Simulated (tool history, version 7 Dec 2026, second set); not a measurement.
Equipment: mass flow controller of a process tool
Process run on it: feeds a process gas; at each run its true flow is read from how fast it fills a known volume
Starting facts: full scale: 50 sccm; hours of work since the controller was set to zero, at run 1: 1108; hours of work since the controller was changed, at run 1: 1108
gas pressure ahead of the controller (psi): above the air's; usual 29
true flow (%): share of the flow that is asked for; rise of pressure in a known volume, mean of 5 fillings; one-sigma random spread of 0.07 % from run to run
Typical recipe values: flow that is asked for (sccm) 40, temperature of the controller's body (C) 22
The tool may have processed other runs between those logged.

run	day	flow that is asked for (sccm)	gas pressure ahead of the controller (psi)	temperature of the controller's body (C)	hours of work since the controller was set to zero	hours of work since the controller was changed	true flow (%)
1	0	40	29	22	1108	1108	98.98
2	3.458	40	29	25	1164	1164	99.1
3	7.362	40	29	25	1228	1228	99.25
4	12.962	6	29	22	1319	1319	97.78
5	17.671	6	29	22	1396	1396	97.67
6	21.167	6	29	22	1453	1453	97.75
7	23.958	6	29	22	1499	1499	97.62
8	28.583	6	29	22	1574	1574	97.63
9	32.088	40	28	22	1632	1632	99.12
10	37.417	40	28	22	1719	1719	99.06
11	40.404	40	28	23	1768	1768	99.01
12	45.438	40	28	23	1850	1850	99.07
13	49.304	40	28	23	1913	1913	99
14	53.096	40	28	23	1975	1975	98.96
15	55.733	40	28	23	2018	2018	99.05
16	58.558	40	24.4	22	2064	2064	98.84
17	63.146	40	24.4	22	2139	2139	98.75
18	68.254	28	29	22	2222	2222	98.38
19	72.15	28	36.1	30	2286	2286	98.77
20	75.171	17	30.2	22	2336	2336	97.71
21	80.55	24	31.6	28	2423	2423	98.34
22	83.025	12	32.6	33	2464	2464	98.39
23	88.308	12	32.6	33	2550	2550	98.38
24	93.292	5	39	22	2632	2632	99.13
25	95.954	30	31.9	37	2675	2675	99.19
26	98.888	30	31.9	37	2723	2723	99.16

Below are 4 alternative next runs, each starting from the tool's condition after run 26. Predict each:
A	104.317	32	29	22	2812	2812	?
B	104.317	6	29	22	2812	2812	?
C	104.317	30	32.2	37	2812	2812	?
D	104.317	30	35.1	37	2812	2812	?

run	true flow (%)
A	98.49
B	98.58
C	99.14
D	99.15
With the hidden condition removed and each run's random variation left untouched, the same runs would have given:
run	true flow (%)
A	98.67
B	96.88
C	99.29
D	99.3
